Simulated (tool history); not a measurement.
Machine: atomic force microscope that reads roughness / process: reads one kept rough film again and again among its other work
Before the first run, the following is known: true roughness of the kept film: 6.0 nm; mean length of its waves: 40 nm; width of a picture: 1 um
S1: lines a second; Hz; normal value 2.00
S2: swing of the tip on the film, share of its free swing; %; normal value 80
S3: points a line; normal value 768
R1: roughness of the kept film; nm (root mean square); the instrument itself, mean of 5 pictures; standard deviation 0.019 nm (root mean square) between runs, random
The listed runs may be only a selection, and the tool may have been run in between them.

| run | day | S1 | S2 | S3 | R1 |
|---|---|---|---|---|---|
| 1 | 0.000 | 2.00 | 80 | 768 | 4.552 |
| 2 | 0.471 | 2.00 | 80 | 768 | 4.499 |
| 3 | 0.871 | 2.00 | 80 | 768 | 4.489 |
| 4 | 1.338 | 2.00 | 80 | 768 | 4.431 |
| 5 | 1.792 | 2.00 | 88 | 768 | 4.042 |
| 6 | 2.192 | 1.09 | 80 | 768 | 4.720 |
| 7 | 2.529 | 2.00 | 80 | 768 | 4.315 |
| 8 | 2.996 | 2.00 | 80 | 768 | 4.289 |
| 9 | 3.421 | 2.00 | 59 | 768 | 4.820 |
|  | 3.588 | new tip fitted |
| 10 | 3.667 | 2.00 | 59 | 357 | 5.225 |
| 11 | 4.092 | 0.54 | 80 | 768 | 5.195 |
| 12 | 4.300 | 2.00 | 80 | 768 | 4.526 |
| 13 | 4.717 | 2.00 | 80 | 768 | 4.503 |
| 14 | 4.979 | 2.00 | 80 | 768 | 4.487 |
| 15 | 5.450 | 2.00 | 80 | 768 | 4.401 |
| 16 | 5.700 | 2.00 | 80 | 768 | 4.414 |
| 17 | 6.071 | 2.00 | 80 | 768 | 4.367 |
| 18 | 6.354 | 2.00 | 80 | 575 | 4.339 |
| 19 | 6.775 | 2.00 | 80 | 575 | 4.307 |
|  | 6.862 | height scale calibrated on a step standard |
| 20 | 7.046 | 2.00 | 80 | 575 | 4.326 |
| 21 | 7.521 | 2.00 | 80 | 575 | 4.261 |
| 22 | 7.733 | 2.00 | 71 | 768 | 4.540 |
|  | 7.792 | new tip fitted |
| 23 | 8.054 | 2.00 | 71 | 768 | 4.909 |
| 24 | 8.521 | 2.00 | 67 | 768 | 4.964 |
| 25 | 8.975 | 2.00 | 67 | 768 | 4.895 |
|  | 9.329 | height scale calibrated on a step standard, once more |
| 26 | 9.454 | 2.00 | 67 | 768 | 4.902 |
| 27 | 9.675 | 1.74 | 80 | 444 | 4.504 |
| 28 | 9.983 | 1.74 | 80 | 444 | 4.483 |
| 29 | 10.283 | 2.91 | 67 | 444 | 4.584 |
| 30 | 10.558 | 2.30 | 60 | 512 | 4.901 |
| 31 | 11.008 | 2.30 | 60 | 512 | 4.870 |
| 32 | 11.221 | 2.30 | 60 | 512 | 4.850 |
| 33 | 11.612 | 0.74 | 60 | 512 | 5.012 |
|  | 12.012 | new tip fitted |
| 34 | 12.083 | 2.00 | 61 | 768 | 5.205 |
| 35 | 12.333 | 2.00 | 61 | 768 | 5.186 |
| 36 | 12.533 | 2.20 | 80 | 319 | 4.439 |
| 37 | 13.025 | 0.59 | 80 | 546 | 5.139 |
| 38 | 13.354 | 0.67 | 64 | 716 | 5.287 |
| 39 | 13.662 | 0.67 | 64 | 716 | 5.192 |
| 40 | 13.900 | 0.67 | 64 | 716 | 5.201 |
| 41 | 14.167 | 3.05 | 64 | 976 | 4.725 |
| 42 | 14.621 | 3.05 | 64 | 976 | 4.663 |
| 43 | 14.958 | 3.05 | 64 | 976 | 4.646 |
| 44 | 15.450 | 1.46 | 80 | 768 | 4.509 |
| 45 | 15.712 | 1.46 | 80 | 768 | 4.486 |
| 46 | 16.029 | 1.22 | 80 | 768 | 4.559 |
|  | 16.183 | new tip fitted |
| 47 | 16.404 | 0.84 | 80 | 310 | 5.078 |
| 48 | 16.829 | 0.84 | 80 | 310 | 5.030 |
| 49 | 17.175 | 0.51 | 57 | 902 | 5.386 |
| 50 | 17.558 | 0.51 | 57 | 902 | 5.355 |
| 51 | 17.946 | 0.51 | 57 | 338 | 5.301 |

Forecast each of these 4 alternatives for the next run:
| A | 18.225 | 1.09 | 58 | 768 | ? |
| B | 18.225 | 2.32 | 67 | 968 | ? |
| C | 18.225 | 3.08 | 69 | 855 | ? |
| D | 18.225 | 0.70 | 80 | 768 | ? |

| run | R1 |
|---|---|
| A | 5.177 |
| B | 4.783 |
| C | 4.503 |
| D | 4.990 |
Without the tool's unlogged condition, the same runs would have read:
| run | R1 |
|---|---|
| A | 5.395 |
| B | 4.985 |
| C | 4.692 |
| D | 5.200 |
